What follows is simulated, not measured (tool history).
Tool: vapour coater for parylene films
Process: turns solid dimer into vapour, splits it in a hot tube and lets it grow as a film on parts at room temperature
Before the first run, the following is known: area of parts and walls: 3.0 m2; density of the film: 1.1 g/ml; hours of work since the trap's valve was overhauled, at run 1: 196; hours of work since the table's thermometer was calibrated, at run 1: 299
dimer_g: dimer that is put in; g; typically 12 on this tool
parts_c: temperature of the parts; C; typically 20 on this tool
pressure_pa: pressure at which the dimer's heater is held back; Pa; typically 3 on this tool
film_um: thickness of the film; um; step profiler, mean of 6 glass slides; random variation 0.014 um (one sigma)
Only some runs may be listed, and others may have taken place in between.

run   hour  dimer_g  parts_c  pressure_pa  hours of work since the trap's valve was overhauled  hours of work since the table's thermometer was calibrated  film_um
  1      0       12       20            3                                                  196                                                         299     2.17
  2   10.3       12       30            3                                                  200                                                         304     1.34
  3   23.1       12       30            3                                                  207                                                         310     1.36
  4   34.9       12       30         3.12                                                  212                                                         316     1.32
  5   43.3       12       30         3.12                                                  216                                                         320     1.32
  6   52.8       12       20          7.2                                                  221                                                         325     1.74
  7   61.2       12       28            3                                                  225                                                         329     1.48
  8   75.2       12       28            3                                                  232                                                         335     1.45
  9   88.9       12       13            3                                                  238                                                         342     3.02
      98.1  -- trap's valve overhauled
 10  106.9       12       13            3                                                    4                                                         349     3.02
 11  115.5       12       13            3                                                    8                                                         353     3.04
 12    133       12       20            3                                                   17                                                         361     2.17
 13  149.3       12       20         3.77                                                   24                                                         369     2.06
 14  162.4       13       24         3.23                                                   31                                                         375     1.88
 15  179.6        7       26         5.03                                                   39                                                         383     0.84
 16  197.7        7       26         5.03                                                   48                                                         392     0.82
 17  212.7        7       26         5.03                                                   55                                                         399     0.85
 18  224.1        7       26         5.03                                                   60                                                         405     0.83
 19  233.8        7       26         5.03                                                   65                                                         409     0.83
 20  248.3        7       26         5.03                                                   72                                                         416     0.84
 21  267.4       12       14         3.38                                                   81                                                         425     2.79
 22  276.6       15       19         3.38                                                   85                                                         430     2.76
 23  292.3       15       20         2.95                                                   93                                                         437     2.71
 24  303.4       15       20         2.95                                                   98                                                         442     2.72
 25  313.2       15       20         2.95                                                  103                                                         447     2.76

Predict each of these 4 candidate next runs independently; none follows another, all start after run 25:
  A  324.7       10       18         2.95                                                  108                                                         453        ?
  B  324.7        7       21         4.03                                                  108                                                         453        ?
  C  324.7       15       17         2.73                                                  108                                                         453        ?
  D  324.7        6       20         2.95                                                  108                                                         453        ?

run  film_um
  A     1.99
  B     1.11
  C     3.19
  D     1.08
Without the tool's unlogged condition, the same runs would have read:
run  film_um
  A     1.99
  B     1.11
  C      3.2
  D     1.08

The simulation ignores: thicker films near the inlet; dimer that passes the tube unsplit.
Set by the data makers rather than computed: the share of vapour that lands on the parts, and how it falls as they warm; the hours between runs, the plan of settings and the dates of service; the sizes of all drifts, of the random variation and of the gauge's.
